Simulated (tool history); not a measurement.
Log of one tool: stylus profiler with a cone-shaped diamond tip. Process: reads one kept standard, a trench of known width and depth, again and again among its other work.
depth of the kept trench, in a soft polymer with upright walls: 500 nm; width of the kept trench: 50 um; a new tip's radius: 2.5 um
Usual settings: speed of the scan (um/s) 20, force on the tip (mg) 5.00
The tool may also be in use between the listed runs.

run    hour  speed of the scan (um/s)  force on the tip (mg)  depth of the trench (nm)  width of the trench's floor (nm)
  1     0.0                        20                   5.00                    505.75                             46860
  2    44.0                        36                   5.00                    505.81                             46800
  3    72.5                        36                   5.00                    505.85                             46800
  4   118.7                        20                  10.02                    510.04                             46870
  5   169.2                        20                  10.02                    509.95                             46880
  6   192.6                        44                   5.00                    506.08                             46820
  7   236.7                         7                   5.00                    505.71                             46860
  8   291.1                        20                   5.95                    506.75                             46850
  9   339.0                        20                   5.95                    506.58                             46850
 10   380.1                        10                   5.00                    505.59                             46790
 11   410.6                        43                   5.00                    505.51                             46740
 12   458.0                        14                   5.00                    505.43                             46800
 13   481.9                        14                   5.00                    505.53                             46790
 14   536.1                        14                   5.00                    505.58                             46830
 15   576.8                        14                   5.00                    505.43                             46810
 16   605.6                        14                   5.00                    505.50                             46800
 17   648.8                        14                   5.00                    505.56                             46800
 18   703.9                        14                   5.00                    505.42                             46820
 19   740.1                        20                   5.00                    505.18                             46730
 20   785.4                        20                   5.00                    505.35                             46820
 21   819.2                        20                   5.00                    505.37                             46810
 22   862.5                        20                   5.00                    505.12                             46780
 23   907.5                        20                   5.00                    505.21                             46780
 24   962.3                        20                   1.71                    501.64                             46740
 25   994.5                        62                   4.25                    504.36                             46610
 26  1019.3                         9                   4.94                    505.08                             46750
 27  1064.8                         7                   3.52                    503.74                             46820
 28  1118.7                         7                   3.52                    503.45                             46780
 29  1145.3                        29                   4.30                    504.35                             46740
 30  1185.5                        29                   4.30                    504.43                             46720
 31  1210.2                         9                   1.79                    501.51                             46770
 32  1254.0                        20                   1.89                    501.78                             46710
 33  1280.9                        12                   1.89                    501.69                             46760
 34  1326.2                         7                   4.71                    504.95                             46770
 35  1374.1                         7                   4.71                    504.75                             46800
 36  1416.3                         6                   4.71                    504.53                             46790
 37  1466.4                         6                  10.37                    509.43                             46770
 38  1493.6                        70                   9.19                    508.28                             46670
 39  1545.3                        70                   9.19                    508.36                             46610
 40  1579.9                        68                   4.37                    503.94                             46680
 41  1609.7                        68                   4.37                    504.04                             46600
 42  1640.2                        30                   3.15                    502.74                             46660
 43  1668.1                        17                   2.61                    502.12                             46750
 44  1695.4                        17                   2.61                    502.29                             46690
 45  1731.2                        37                   2.54                    502.33                             46650
 46  1769.9                         6                   3.06                    502.56                             46750
 47  1812.5                         6                   3.06                    502.66                             46750

4 ways to go on from here, each from the tool as it stands after run 47. What would each give?
  A  1854.3                        16                   3.06                         ?                                 ?
  B  1854.3                        14                   2.29                         ?                                 ?
  C  1854.3                        21                   5.00                         ?                                 ?
  D  1854.3                        12                   3.39                         ?                                 ?

run  depth of the trench (nm)  width of the trench's floor (nm)
  A                    502.65                             46680
  B                    501.86                             46730
  C                    504.36                             46750
  D                    503.05                             46700
Without the tool's hidden state the same runs would have given:
run  depth of the trench (nm)  width of the trench's floor (nm)
  A                    505.14                             46940
  B                    504.34                             46990
  C                    506.86                             47020
  D                    505.54                             46970

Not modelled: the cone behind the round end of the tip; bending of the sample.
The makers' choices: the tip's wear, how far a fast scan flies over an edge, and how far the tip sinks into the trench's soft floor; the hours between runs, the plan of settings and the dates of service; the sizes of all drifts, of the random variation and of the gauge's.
